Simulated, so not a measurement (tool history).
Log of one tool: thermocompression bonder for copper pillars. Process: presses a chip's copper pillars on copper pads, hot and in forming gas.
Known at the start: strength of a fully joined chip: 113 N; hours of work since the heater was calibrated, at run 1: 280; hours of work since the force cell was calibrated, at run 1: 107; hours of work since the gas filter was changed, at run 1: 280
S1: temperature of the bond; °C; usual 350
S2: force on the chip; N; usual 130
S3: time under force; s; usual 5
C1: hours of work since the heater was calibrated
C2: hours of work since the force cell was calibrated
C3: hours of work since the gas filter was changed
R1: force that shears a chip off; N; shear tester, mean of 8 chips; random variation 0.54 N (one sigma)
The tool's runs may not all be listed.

Run 1, hour 0: usual settings; C1 280; C2 107; C3 280. Result: R1 76.2 N.
Run 2, hour 42.7: usual settings; C1 311; C2 138; C3 311. Result: R1 76.6 N.
Run 3, hour 69.5: usual settings but S3 10 s; C1 330; C2 157; C3 330. Result: R1 89.5 N.
Run 4, hour 114.5: usual settings but S3 10 s; C1 362; C2 189; C3 362. Result: R1 90 N.
Run 5, hour 150.5: usual settings but S1 343 °C, S3 10 s; C1 388; C2 215; C3 388. Result: R1 84.3 N.
Run 6, hour 191.2: usual settings but S1 343 °C, S3 10 s; C1 417; C2 244; C3 417. Result: R1 83.8 N.
Run 7, hour 243.4: usual settings but S1 343 °C, S3 10 s; C1 455; C2 282; C3 455. Result: R1 84.3 N.
At hour 250.9: forming gas filter changed.
Run 8, hour 293.8: usual settings but S1 343 °C, S3 10 s; C1 491; C2 318; C3 31. Result: R1 89.5 N.
Run 9, hour 333.4: usual settings; C1 519; C2 346; C3 59. Result: R1 79.9 N.
Run 10, hour 375.8: usual settings; C1 549; C2 376; C3 90. Result: R1 79.2 N.
Run 11, hour 421.4: usual settings but S3 6 s; C1 582; C2 409; C3 122. Result: R1 82.9 N.
Run 12, hour 479: usual settings but S3 6 s; C1 623; C2 451; C3 164. Result: R1 83.3 N.
Run 13, hour 530: usual settings but S3 6 s; C1 660; C2 487; C3 200. Result: R1 84.1 N.
Run 14, hour 586: usual settings; C1 700; C2 527; C3 241. Result: R1 80 N.
Run 15, hour 622.2: usual settings; C1 726; C2 553; C3 266. Result: R1 79.8 N.
Run 16, hour 667.3: usual settings but S1 334 °C; C1 759; C2 586; C3 299. Result: R1 69.1 N.
Run 17, hour 714: usual settings; C1 792; C2 619; C3 332. Result: R1 79.3 N.
Run 18, hour 743.7: usual settings; C1 813; C2 641; C3 354. Result: R1 78.9 N.
Run 19, hour 776.1: usual settings; C1 837; C2 664; C3 377. Result: R1 79.1 N.
Run 20, hour 832.3: usual settings but S2 96 N, S3 7 s; C1 877; C2 704; C3 417. Result: R1 79.8 N.
Run 21, hour 872.7: usual settings but S1 334 °C, S2 115 N; C1 906; C2 733; C3 446. Result: R1 66.4 N.
At hour 891.1: forming gas filter changed.
Run 22, hour 916.9: usual settings but S1 334 °C, S2 136 N, S3 4 s; C1 937; C2 765; C3 19. Result: R1 68.1 N.
Run 23, hour 949.4: usual settings; C1 961; C2 788; C3 42. Result: R1 83.2 N.
At hour 971.6: heater calibrated with a thermocouple chip.
Run 24, hour 976.7: usual settings; C1 4; C2 806; C3 60. Result: R1 78.5 N.
Run 25, hour 1015.8: usual settings but S1 370 °C, S2 178 N, S3 3 s; C1 32; C2 834; C3 88. Result: R1 87.9 N.
Run 26, hour 1045.5: usual settings but S1 361 °C, S3 15 s; C1 53; C2 855; C3 109. Result: R1 102.4 N.
Run 27, hour 1099: usual settings but S1 342 °C, S2 174 N, S3 3 s; C1 91; C2 894; C3 148. Result: R1 69.4 N.
Run 28, hour 1151: usual settings but S1 342 °C, S2 174 N, S3 3 s; C1 129; C2 931; C3 185. Result: R1 70.1 N.
Run 29, hour 1194: usual settings but S1 336 °C, S2 194 N, S3 3 s; C1 160; C2 962; C3 216. Result: R1 68 N.
Run 30, hour 1220.3: usual settings but S1 336 °C, S2 194 N, S3 3 s; C1 178; C2 981; C3 235. Result: R1 68.8 N.
Run 31, hour 1262.8: usual settings but S1 372 °C, S2 182 N, S3 10 s; C1 209; C2 1011; C3 265. Result: R1 105.3 N.
Run 32, hour 1291.4: usual settings but S1 372 °C, S2 176 N, S3 3 s; C1 230; C2 1032; C3 286. Result: R1 88.9 N.
Run 33, hour 1338.2: usual settings but S1 321 °C, S2 101 N, S3 3 s; C1 263; C2 1066; C3 319. Result: R1 43.2 N.
Run 34, hour 1370.8: usual settings but S1 344 °C, S2 102 N; C1 287; C2 1089; C3 343. Result: R1 67.4 N.
Run 35, hour 1419.8: usual settings but S1 374 °C, S2 102 N, S3 14 s; C1 322; C2 1124; C3 378. Result: R1 101.7 N.
At hour 1456: force cell calibrated.
Run 36, hour 1477.2: usual settings but S1 360 °C, S2 88 N, S3 14 s; C1 362; C2 15; C3 418. Result: R1 92 N.
Run 37, hour 1502.5: usual settings but S1 360 °C, S2 88 N, S3 14 s; C1 380; C2 33; C3 436. Result: R1 91.7 N.

4 ways to go on from here, each from the tool as it stands after run 37. What would each give?
At hour 1536.8: forming gas filter changed.
Run A, hour 1556.8: usual settings but S1 363 °C; C1 419; C2 72; C3 14. Result: R1 ?.
At hour 1536.8: forming gas filter changed.
Run B, hour 1556.8: usual settings but S1 375 °C, S2 145 N, S3 14 s; C1 419; C2 72; C3 14. Result: R1 ?.
At hour 1536.8: forming gas filter changed.
Run C, hour 1556.8: usual settings but S1 328 °C, S2 84 N; C1 419; C2 72; C3 14. Result: R1 ?.
At hour 1536.8: forming gas filter changed.
Run D, hour 1556.8: usual settings but S1 345 °C, S2 97 N, S3 15 s; C1 419; C2 72; C3 14. Result: R1 ?.

run     R1
  A   87.9
  B  107.9
  C     54
  D   90.5
Without the tool's hidden state the same runs would have given:
run     R1
  A   85.5
  B  107.3
  C   51.2
  D   88.1

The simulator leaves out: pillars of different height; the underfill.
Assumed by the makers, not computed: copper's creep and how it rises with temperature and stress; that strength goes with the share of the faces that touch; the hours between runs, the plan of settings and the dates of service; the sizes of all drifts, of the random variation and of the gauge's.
